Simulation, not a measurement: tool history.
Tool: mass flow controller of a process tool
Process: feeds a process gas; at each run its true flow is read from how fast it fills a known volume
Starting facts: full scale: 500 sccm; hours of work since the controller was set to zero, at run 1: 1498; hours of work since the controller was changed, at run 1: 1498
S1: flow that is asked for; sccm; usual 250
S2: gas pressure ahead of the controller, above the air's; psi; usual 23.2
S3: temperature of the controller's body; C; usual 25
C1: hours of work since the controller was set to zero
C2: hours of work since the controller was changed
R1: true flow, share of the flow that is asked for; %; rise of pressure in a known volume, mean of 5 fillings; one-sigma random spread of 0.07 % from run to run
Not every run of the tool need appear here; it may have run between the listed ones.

run,day,S1,S2,S3,C1,C2,R1
1,0.000,250,23.2,25,1498,1498,99.36
2,13.692,95,23.2,25,1661,1661,99.04
3,25.246,95,23.2,25,1799,1799,98.98
4,34.025,95,23.2,25,1903,1903,98.93
5,47.550,250,23.2,25,2064,2064,99.50
6,57.808,250,23.2,25,2186,2186,99.69
7,67.017,132,23.2,25,2295,2295,99.31
8,74.567,250,39.5,25,2385,2385,99.28
9,82.150,250,39.5,25,2475,2475,99.39
10,89.712,250,39.5,30,2565,2565,98.90
11,99.217,250,39.5,30,2678,2678,98.77
12,113.608,250,39.5,30,2849,2849,98.93
13,119.825,250,39.5,30,2923,2923,99.05
14,128.879,365,21.0,29,3031,3031,99.77
15,137.067,456,26.8,29,3128,3128,99.99
16,145.921,315,26.8,24,3234,3234,100.25
17,156.133,315,26.8,24,3355,3355,100.29
18,168.621,315,25.1,24,3504,3504,100.31
19,180.321,170,38.4,24,3643,3643,99.77
20,194.562,170,38.1,24,3812,3812,99.69
21,209.012,463,26.0,24,3984,3984,100.84
22,217.229,382,26.0,24,4082,4082,100.67
23,229.529,382,26.0,24,4228,4228,100.67
24,242.821,250,28.7,20,4386,4386,100.82

Here are 3 independent what-if runs from the current tool condition. What would each one return?
A,255.688,209,20.9,20,4539,4539,?
B,255.688,250,30.9,20,4539,4539,?
C,255.688,67,38.4,20,4539,4539,?

run,R1
A,100.84
B,100.85
C,100.16
Had the tool no hidden state, the same runs would have come out as:
run,R1
A,99.83
B,99.84
C,99.13

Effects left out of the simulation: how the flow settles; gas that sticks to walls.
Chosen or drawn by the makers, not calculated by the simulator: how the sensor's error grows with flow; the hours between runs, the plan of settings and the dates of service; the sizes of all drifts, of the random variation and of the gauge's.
